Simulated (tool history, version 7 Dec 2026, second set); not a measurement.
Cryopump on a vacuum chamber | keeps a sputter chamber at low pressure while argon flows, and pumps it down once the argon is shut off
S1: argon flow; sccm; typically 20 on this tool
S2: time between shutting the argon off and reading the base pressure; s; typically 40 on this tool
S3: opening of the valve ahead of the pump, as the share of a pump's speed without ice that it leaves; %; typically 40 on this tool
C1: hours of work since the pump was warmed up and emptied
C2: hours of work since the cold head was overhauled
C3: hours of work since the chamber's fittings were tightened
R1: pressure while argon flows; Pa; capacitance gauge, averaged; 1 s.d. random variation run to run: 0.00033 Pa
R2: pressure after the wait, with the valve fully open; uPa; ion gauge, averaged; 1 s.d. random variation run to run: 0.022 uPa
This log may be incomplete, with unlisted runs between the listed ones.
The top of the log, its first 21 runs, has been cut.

run 22 hour=423.4 | S1=13 S2=225 S3=22 | C1=502 C2=502 C3=1012 | R1=0.0412 R2=0.68
run 23 hour=440.6 | S1=20 S2=121 S3=29 | C1=516 C2=516 C3=1026 | R1=0.0489 R2=0.74
run 24 hour=466.0 | S1=20 S2=188 S3=36 | C1=537 C2=537 C3=1046 | R1=0.0405 R2=0.68
run 25 hour=488.8 | S1=40 S2=40 S3=35 | C1=556 C2=556 C3=1065 | R1=0.0817 R2=1.11
run 26 hour=506.5 | S1=19 S2=41 S3=21 | C1=570 C2=570 C3=1080 | R1=0.0640 R2=1.09
run 27 hour=535.3 | S1=34 S2=32 S3=51 | C1=594 C2=594 C3=1103 | R1=0.0493 R2=1.30
run 28 hour=551.7 | S1=10 S2=26 S3=31 | C1=607 C2=607 C3=1117 | R1=0.0230 R2=1.41
run 29 hour=566.9 | S1=10 S2=26 S3=31 | C1=620 C2=620 C3=1129 | R1=0.0233 R2=1.44
run 30 hour=587.2 | S1=13 S2=40 S3=40 | C1=636 C2=636 C3=1146 | R1=0.0233 R2=1.13
run 31 hour=605.1 | S1=13 S2=40 S3=40 | C1=651 C2=651 C3=1160 | R1=0.0238 R2=1.19
run 32 hour=626.1 | S1=13 S2=40 S3=40 | C1=668 C2=668 C3=1178 | R1=0.0232 R2=1.18
run 33 hour=651.9 | S1=22 S2=138 S3=15 | C1=689 C2=689 C3=1199 | R1=0.1034 R2=0.80

Each row is a separate what-if for the run after 33, all from the same tool condition, not one after another. Results?
run A hour=663.8 | S1=26 S2=62 S3=34 | C1=699 C2=699 C3=1208 | R1=? R2=?
run B hour=663.8 | S1=39 S2=26 S3=25 | C1=699 C2=699 C3=1208 | R1=? R2=?
run C hour=663.8 | S1=18 S2=40 S3=40 | C1=699 C2=699 C3=1208 | R1=? R2=?
run D hour=663.8 | S1=9 S2=138 S3=53 | C1=699 C2=699 C3=1208 | R1=? R2=?
run E hour=663.8 | S1=9 S2=53 S3=45 | C1=699 C2=699 C3=1208 | R1=? R2=?

run=A R1=0.0552 R2=0.97
run=B R1=0.1118 R2=1.50
run=C R1=0.0330 R2=1.22
run=D R1=0.0128 R2=0.78
run=E R1=0.0147 R2=1.03
The same runs, with their run-to-run variation unchanged, on a tool lacking any hidden condition would have given:
run=A R1=0.0522 R2=0.45
run=B R1=0.1073 R2=1.00
run=C R1=0.0309 R2=0.70
run=D R1=0.0117 R2=0.26
run=E R1=0.0136 R2=0.53
